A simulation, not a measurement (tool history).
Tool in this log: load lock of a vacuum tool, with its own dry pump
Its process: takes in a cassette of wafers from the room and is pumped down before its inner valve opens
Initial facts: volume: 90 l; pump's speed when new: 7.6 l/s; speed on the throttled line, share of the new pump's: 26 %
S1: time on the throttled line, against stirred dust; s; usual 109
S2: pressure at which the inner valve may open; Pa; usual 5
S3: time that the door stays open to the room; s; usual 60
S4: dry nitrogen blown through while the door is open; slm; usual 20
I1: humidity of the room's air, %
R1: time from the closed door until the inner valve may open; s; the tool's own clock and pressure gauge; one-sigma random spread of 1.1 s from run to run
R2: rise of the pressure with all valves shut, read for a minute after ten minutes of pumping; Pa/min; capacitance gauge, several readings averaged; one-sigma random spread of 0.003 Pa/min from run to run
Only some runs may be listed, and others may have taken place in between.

run	day	S1	S2	S3	S4	I1	R1	R2
1	0.000	109	5	60	20	47.8	205.0	0.054
2	2.375	109	5	60	20	47.0	205.3	0.051
3	6.900	109	5	60	20	44.4	207.1	0.050
4	9.012	109	5	60	20	44.0	206.0	0.050
5	12.792	109	5	60	20	46.6	205.6	0.054
6	15.317	109	9	60	20	48.0	198.9	0.058
7	18.000	109	6	60	20	45.2	203.7	0.056
8	20.183	109	6	60	20	45.6	204.6	0.055
9	24.646	109	6	60	20	43.1	204.4	0.056
10	27.796	109	6	158	20	45.0	202.7	0.102
11	32.083	109	6	158	25	45.5	205.3	0.092
12	35.046	109	6	158	25	48.3	203.0	0.102
13	37.842	109	6	158	25	46.0	206.2	0.092
14	40.533	109	6	158	25	40.2	203.8	0.086
15	44.000	109	6	158	4	47.5	205.7	0.147
16	45.912	128	5	60	20	47.9	219.6	0.056
17	48.100	109	5	60	20	44.5	206.0	0.051
18	51.071	115	5	60	20	42.4	209.1	0.054
19	55.238	180	7	211	20	45.8	255.5	0.123
20	57.092	90	5	121	4	47.4	194.6	0.118
21	59.058	90	5	121	4	45.5	192.3	0.112
22	61.667	90	5	121	4	44.6	193.6	0.112
23	63.721	109	10	60	20	46.8	198.3	0.059
24	66.288	95	5	60	16	40.2	196.9	0.057
25	70.475	95	5	60	16	44.9	198.0	0.056
26	73.162	95	5	60	10	45.2	195.3	0.067
27	76.288	95	5	60	10	49.6	199.0	0.063
28	80.042	109	6	121	20	43.9	203.8	0.084
29	84.079	109	7	163	6	46.2	204.3	0.139
30	88.342	109	5	204	20	42.2	208.0	0.113
31	90.617	109	5	204	20	43.6	207.0	0.118
32	92.942	109	5	204	20	42.5	209.2	0.112
33	96.896	109	5	204	20	46.1	206.7	0.121
34	98.779	109	5	204	20	42.8	209.3	0.115
35	101.350	109	5	204	20	43.9	208.8	0.118
36	104.612	109	5	60	13	45.0	207.0	0.065

4 options for the next run, each taken on its own from the tool as it stands now. Forecast them:
A	108.504	109	6	77	5	45.9	?	?
B	108.504	70	5	142	4	46.1	?	?
C	108.504	177	5	94	20	45.2	?	?
D	108.504	109	6	60	5	46.3	?	?

run	R1	R2
A	207.8	0.088
B	179.4	0.133
C	255.8	0.079
D	206.7	0.073
What these runs would have given with no unlogged condition in the tool:
run	R1	R2
A	198.4	0.073
B	168.8	0.119
C	248.2	0.065
D	197.3	0.059
